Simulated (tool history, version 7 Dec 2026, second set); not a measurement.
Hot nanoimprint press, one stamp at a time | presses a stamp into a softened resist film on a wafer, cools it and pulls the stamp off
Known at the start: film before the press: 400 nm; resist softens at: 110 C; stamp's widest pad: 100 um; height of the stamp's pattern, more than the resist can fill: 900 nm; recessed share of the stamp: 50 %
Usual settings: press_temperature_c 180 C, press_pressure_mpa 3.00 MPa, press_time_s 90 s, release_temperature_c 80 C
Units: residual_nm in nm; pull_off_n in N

{"run": 1, "day": 0.0, "press_temperature_c": 180, "press_pressure_mpa": 3.0, "press_time_s": 90, "release_temperature_c": 80, "residual_nm": 164.8, "pull_off_n": 229}
{"run": 2, "day": 0.425, "press_temperature_c": 180, "press_pressure_mpa": 2.23, "press_time_s": 90, "release_temperature_c": 80, "residual_nm": 185.2, "pull_off_n": 244}
{"run": 3, "day": 0.65, "press_temperature_c": 180, "press_pressure_mpa": 3.0, "press_time_s": 90, "release_temperature_c": 70, "residual_nm": 164.4, "pull_off_n": 275}
{"run": 4, "day": 0.996, "press_temperature_c": 180, "press_pressure_mpa": 3.0, "press_time_s": 90, "release_temperature_c": 70, "residual_nm": 164.3, "pull_off_n": 273}
{"run": 5, "day": 1.35, "press_temperature_c": 180, "press_pressure_mpa": 4.49, "press_time_s": 90, "release_temperature_c": 80, "residual_nm": 138.7, "pull_off_n": 235}
{"run": 6, "day": 1.708, "press_temperature_c": 180, "press_pressure_mpa": 4.49, "press_time_s": 90, "release_temperature_c": 80, "residual_nm": 137.9, "pull_off_n": 228}
{"run": 7, "day": 2.062, "press_temperature_c": 180, "press_pressure_mpa": 3.0, "press_time_s": 168, "release_temperature_c": 80, "residual_nm": 125.7, "pull_off_n": 229}
{"day": 2.212, "done": "plate thermocouple calibrated"}
{"run": 8, "day": 2.542, "press_temperature_c": 180, "press_pressure_mpa": 3.0, "press_time_s": 90, "release_temperature_c": 85, "residual_nm": 162.5, "pull_off_n": 216}
{"run": 9, "day": 2.792, "press_temperature_c": 169, "press_pressure_mpa": 3.0, "press_time_s": 150, "release_temperature_c": 86, "residual_nm": 244.3, "pull_off_n": 208}
{"run": 10, "day": 3.125, "press_temperature_c": 184, "press_pressure_mpa": 3.0, "press_time_s": 150, "release_temperature_c": 87, "residual_nm": 103.4, "pull_off_n": 204}
{"run": 11, "day": 3.546, "press_temperature_c": 186, "press_pressure_mpa": 3.0, "press_time_s": 124, "release_temperature_c": 80, "residual_nm": 100.5, "pull_off_n": 232}
{"run": 12, "day": 3.979, "press_temperature_c": 186, "press_pressure_mpa": 3.0, "press_time_s": 124, "release_temperature_c": 80, "residual_nm": 100.6, "pull_off_n": 233}
{"day": 4.35, "done": "plate thermocouple calibrated, once more"}
{"run": 13, "day": 4.425, "press_temperature_c": 177, "press_pressure_mpa": 3.0, "press_time_s": 121, "release_temperature_c": 78, "residual_nm": 176.5, "pull_off_n": 248}
{"run": 14, "day": 4.704, "press_temperature_c": 180, "press_pressure_mpa": 3.0, "press_time_s": 121, "release_temperature_c": 72, "residual_nm": 148.6, "pull_off_n": 280}
{"run": 15, "day": 5.167, "press_temperature_c": 180, "press_pressure_mpa": 3.0, "press_time_s": 121, "release_temperature_c": 72, "residual_nm": 148.8, "pull_off_n": 276}

Hidden state or all else? Some run-to-run changes of residual_nm, split into what the settings, what came in and random variation would give without the hidden state, and what is left for the hidden state (with any gauge scatter that isn't in both results):
The hidden state here: true temperature over the reading, C; pressure that arrives at the usual setting, %; grip of the stamp's worn release coat, % over a new coat's; drift of the gauge itself on residual_nm, %; drift of the gauge itself on pull_off_n, %.
Run 9 -> 10: press_temperature_c 169 -> 184, release_temperature_c 86 -> 87. residual_nm -140.9 nm: hidden state +3.2, all else -144.1.
Run 12 -> 13: press_temperature_c 186 -> 177, press_time_s 124 -> 121, release_temperature_c 80 -> 78, plate thermocouple calibrated, once more. residual_nm +75.9 nm: hidden state +3.7, all else +72.2.

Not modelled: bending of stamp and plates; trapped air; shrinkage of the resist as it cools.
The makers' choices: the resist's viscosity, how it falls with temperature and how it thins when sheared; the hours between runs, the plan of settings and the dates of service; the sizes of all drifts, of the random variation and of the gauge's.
